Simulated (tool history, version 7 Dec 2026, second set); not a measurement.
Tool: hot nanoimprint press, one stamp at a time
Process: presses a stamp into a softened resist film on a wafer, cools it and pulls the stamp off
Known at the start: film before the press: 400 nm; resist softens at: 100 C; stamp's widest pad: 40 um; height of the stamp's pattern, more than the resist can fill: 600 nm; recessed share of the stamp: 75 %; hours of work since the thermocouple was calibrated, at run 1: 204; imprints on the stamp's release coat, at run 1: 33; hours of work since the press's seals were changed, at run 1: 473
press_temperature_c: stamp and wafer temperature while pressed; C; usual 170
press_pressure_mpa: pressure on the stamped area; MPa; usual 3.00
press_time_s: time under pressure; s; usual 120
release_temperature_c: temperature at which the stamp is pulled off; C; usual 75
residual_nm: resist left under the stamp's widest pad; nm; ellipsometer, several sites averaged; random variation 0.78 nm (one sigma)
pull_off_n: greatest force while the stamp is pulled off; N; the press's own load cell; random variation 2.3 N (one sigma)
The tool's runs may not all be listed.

run   hour  press_temperature_c  press_pressure_mpa  press_time_s  release_temperature_c  hours of work since the thermocouple was calibrated  imprints on the stamp's release coat  hours of work since the press's seals were changed  residual_nm  pull_off_n
  1    0.0                  170                3.00           120                     75                                                  204                                    33                                                 473        151.7         105
  2   37.9                  170                3.60           120                     75                                                  233                                   215                                                 503        137.3         109
  3   82.2                  170                3.60           120                     75                                                  268                                   427                                                 537        136.2         118
  4  118.5                  170                3.60           120                     75                                                  296                                   602                                                 565        137.4         127
     127.1  -- stamp cleaned and given a new release coat
  5  162.8                  170                3.00           206                     75                                                  325                                   171                                                 595        122.1         110
  6  185.1                  170                3.00           206                     75                                                  343                                   279                                                 612        121.0         114
  7  213.5                  170                3.00           206                     75                                                  365                                   415                                                 634        121.9         112
  8  234.6                  170                3.00           206                     75                                                  381                                   516                                                 651        121.5         122
     263.4  -- stamp cleaned and given a new release coat
  9  265.2                  170                3.00           120                     75                                                  400                                     8                                                 670        151.2         107
     308.6  -- plate thermocouple calibrated
 10  312.7                  170                3.00           120                     75                                                    3                                   222                                                 704        149.1         110
 11  345.9                  170                3.00           120                     75                                                   29                                   382                                                 730        149.1         116
 12  381.5                  170                3.00           120                     75                                                   57                                   553                                                 758        147.6         122
     401.2  -- stamp cleaned and given a new release coat
 13  412.6                  170                3.00           145                     75                                                   76                                    56                                                 777        137.7         106
 14  446.9                  170                3.00           145                     75                                                  103                                   220                                                 804        139.0         108
 15  488.3                  170                3.00           145                     75                                                  135                                   419                                                 836        137.5         114
     494.4  -- plate thermocouple calibrated, once more
     538.6  -- stamp cleaned and given a new release coat
 16  538.6                  171                1.98           214                     65                                                   30                                     0                                                 868        146.0         127
 17  574.2                  159                3.53            67                     78                                                   57                                   171                                                 896        244.6         107
 18  595.3                  159                3.53            67                     79                                                   74                                   272                                                 912        247.4         102
 19  621.4                  180                4.47            89                     71                                                   94                                   397                                                 933        103.4         126
 20  643.3                  159                3.81            89                     72                                                  111                                   503                                                 950        219.0         125
     673.6  -- stamp cleaned and given a new release coat
 21  689.3                  171                3.18           120                     75                                                  142                                    76                                                 981        142.2         109
 22  707.5                  171                3.18           120                     75                                                  156                                   163                                                 995        144.3         106
 23  737.9                  182                2.00           120                     75                                                  180                                   310                                                1018        129.6         107
 24  767.1                  182                2.00           120                     75                                                  203                                   450                                                1041        129.9         120
     778.0  -- press's hydraulic seals changed and the load cell set to zero
     817.1  -- stamp cleaned and given a new release coat
 25  824.4                  182                2.00           120                     75                                                  236                                    35                                                  31        126.5         106
 26  856.4                  167                3.00           120                     66                                                  261                                   189                                                  56        161.9         122
 27  894.5                  171                3.00            70                     66                                                  291                                   372                                                  86        171.7         133
 28  931.5                  171                3.00            70                     66                                                  319                                   549                                                 115        173.2         135

4 ways to go on from here, each from the tool as it stands after run 28. What would each give?
     951.5  -- stamp cleaned and given a new release coat
  A  979.8                  171                4.53            70                     66                                                  352                                   136                                                 147            ?           ?
     951.5  -- stamp cleaned and given a new release coat
  B  979.8                  161                3.00           101                     75                                                  352                                   136                                                 147            ?           ?
     951.5  -- stamp cleaned and given a new release coat
  C  979.8                  170                2.41           101                     78                                                  352                                   136                                                 147            ?           ?
     951.5  -- stamp cleaned and given a new release coat
  D  979.8                  163                3.00            70                     65                                                  352                                   136                                                 147            ?           ?

run  residual_nm  pull_off_n
  A        138.6         123
  B        209.2         106
  C        173.3         103
  D        219.7         127
Without the tool's hidden state the same runs would have given:
run  residual_nm  pull_off_n
  A        140.6         119
  B        213.3         104
  C        176.6         100
  D        223.7         123
